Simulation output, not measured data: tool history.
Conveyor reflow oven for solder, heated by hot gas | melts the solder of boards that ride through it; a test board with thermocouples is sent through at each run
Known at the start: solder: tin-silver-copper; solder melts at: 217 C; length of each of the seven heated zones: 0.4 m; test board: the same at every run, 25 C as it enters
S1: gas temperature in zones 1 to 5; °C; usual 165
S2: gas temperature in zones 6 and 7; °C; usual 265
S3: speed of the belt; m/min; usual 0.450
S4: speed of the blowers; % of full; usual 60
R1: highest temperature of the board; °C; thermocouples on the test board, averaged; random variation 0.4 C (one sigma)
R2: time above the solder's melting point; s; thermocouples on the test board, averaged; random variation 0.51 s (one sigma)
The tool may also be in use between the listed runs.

run   hour   S1   S2     S3  S4     R1    R2
  1    0.0  165  265  0.450  60  248.2  70.9
  2   21.8  165  265  0.450  60  246.9  70.5
  3   30.9  165  265  0.450  87  250.0  77.1
  4   51.5  174  265  0.450  60  249.2  77.2
  5   63.5  165  265  0.450  60  246.6  70.8
  6   79.6  165  265  0.450  60  246.8  70.2
  7   91.7  169  272  0.450  60  253.4  79.4
  8  107.2  165  278  0.447  60  258.5  82.3
  9  128.5  165  278  0.447  60  258.3  84.0
 10  149.2  165  265  0.506  60  242.9  56.2
 11  167.0  165  279  0.450  51  256.3  79.5

Hidden state or all else? Some run-to-run changes of R1, split into what the settings, what came in and random variation would give without the hidden state, and what is left for the hidden state (with any gauge scatter that isn't in both results):
The hidden state here: heat that the gas passes to the board, % of a clean oven's; belt's true speed, % of the reading; true gas temperature in zones 6 and 7 over the reading, C; drift of the gauge itself on peak_c, C; drift of the gauge itself on liquid_s, %.
Run 7 -> 8: S1 169 -> 165, S2 272 -> 278, S3 0.450 -> 0.447. R1 +5.1 °C: hidden state -0.2, all else +5.3.
Run 9 -> 10: S2 278 -> 265, S3 0.447 -> 0.506. R1 -15.4 °C: hidden state +0.0, all else -15.4.
